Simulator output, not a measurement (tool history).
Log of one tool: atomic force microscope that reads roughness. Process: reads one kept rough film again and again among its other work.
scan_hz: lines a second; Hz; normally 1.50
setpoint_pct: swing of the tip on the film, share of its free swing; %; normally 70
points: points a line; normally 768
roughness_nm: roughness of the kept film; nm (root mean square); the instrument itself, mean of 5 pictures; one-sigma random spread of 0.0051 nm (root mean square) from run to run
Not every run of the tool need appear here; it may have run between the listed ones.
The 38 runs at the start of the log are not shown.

{"run": 39, "hour": 573.2, "scan_hz": 3.16, "setpoint_pct": 66, "points": 544, "roughness_nm": 0.682}
{"hour": 578.1, "done": "new tip fitted"}
{"run": 40, "hour": 582.7, "scan_hz": 3.16, "setpoint_pct": 63, "points": 393, "roughness_nm": 0.744}
{"run": 41, "hour": 598.9, "scan_hz": 1.5, "setpoint_pct": 80, "points": 602, "roughness_nm": 0.727}
{"run": 42, "hour": 609.5, "scan_hz": 1.5, "setpoint_pct": 80, "points": 602, "roughness_nm": 0.708}
{"run": 43, "hour": 624.4, "scan_hz": 1.5, "setpoint_pct": 70, "points": 327, "roughness_nm": 0.722}
{"run": 44, "hour": 641.5, "scan_hz": 2.11, "setpoint_pct": 71, "points": 412, "roughness_nm": 0.711}
{"run": 45, "hour": 659.0, "scan_hz": 0.61, "setpoint_pct": 71, "points": 868, "roughness_nm": 0.763}
{"run": 46, "hour": 679.4, "scan_hz": 0.53, "setpoint_pct": 70, "points": 390, "roughness_nm": 0.733}
{"run": 47, "hour": 691.8, "scan_hz": 0.53, "setpoint_pct": 70, "points": 390, "roughness_nm": 0.733}
{"hour": 696.9, "done": "new tip fitted"}
{"run": 48, "hour": 703.0, "scan_hz": 1.5, "setpoint_pct": 65, "points": 768, "roughness_nm": 0.772}
{"run": 49, "hour": 723.6, "scan_hz": 1.95, "setpoint_pct": 79, "points": 768, "roughness_nm": 0.699}
{"run": 50, "hour": 743.0, "scan_hz": 1.02, "setpoint_pct": 79, "points": 727, "roughness_nm": 0.75}
{"run": 51, "hour": 757.2, "scan_hz": 0.68, "setpoint_pct": 77, "points": 544, "roughness_nm": 0.736}
{"run": 52, "hour": 777.2, "scan_hz": 2.1, "setpoint_pct": 72, "points": 768, "roughness_nm": 0.696}
{"run": 53, "hour": 793.4, "scan_hz": 0.65, "setpoint_pct": 64, "points": 726, "roughness_nm": 0.744}
{"run": 54, "hour": 811.1, "scan_hz": 2.27, "setpoint_pct": 70, "points": 768, "roughness_nm": 0.684}

Branching from run 54: 3 alternative next runs. What would each branch give?
{"hour": 815.3, "done": "new tip fitted"}
{"run": "A", "hour": 822.3, "scan_hz": 0.73, "setpoint_pct": 70, "points": 899, "roughness_nm": "?"}
{"hour": 815.3, "done": "new tip fitted"}
{"run": "B", "hour": 822.3, "scan_hz": 0.52, "setpoint_pct": 78, "points": 768, "roughness_nm": "?"}
{"hour": 815.3, "done": "new tip fitted"}
{"run": "C", "hour": 822.3, "scan_hz": 0.79, "setpoint_pct": 72, "points": 523, "roughness_nm": "?"}

run=A roughness_nm=0.771
run=B roughness_nm=0.783
run=C roughness_nm=0.774
Take away the tool's hidden state, keep each run's random variation, and the runs would have read:
run=A roughness_nm=0.788
run=B roughness_nm=0.800
run=C roughness_nm=0.791
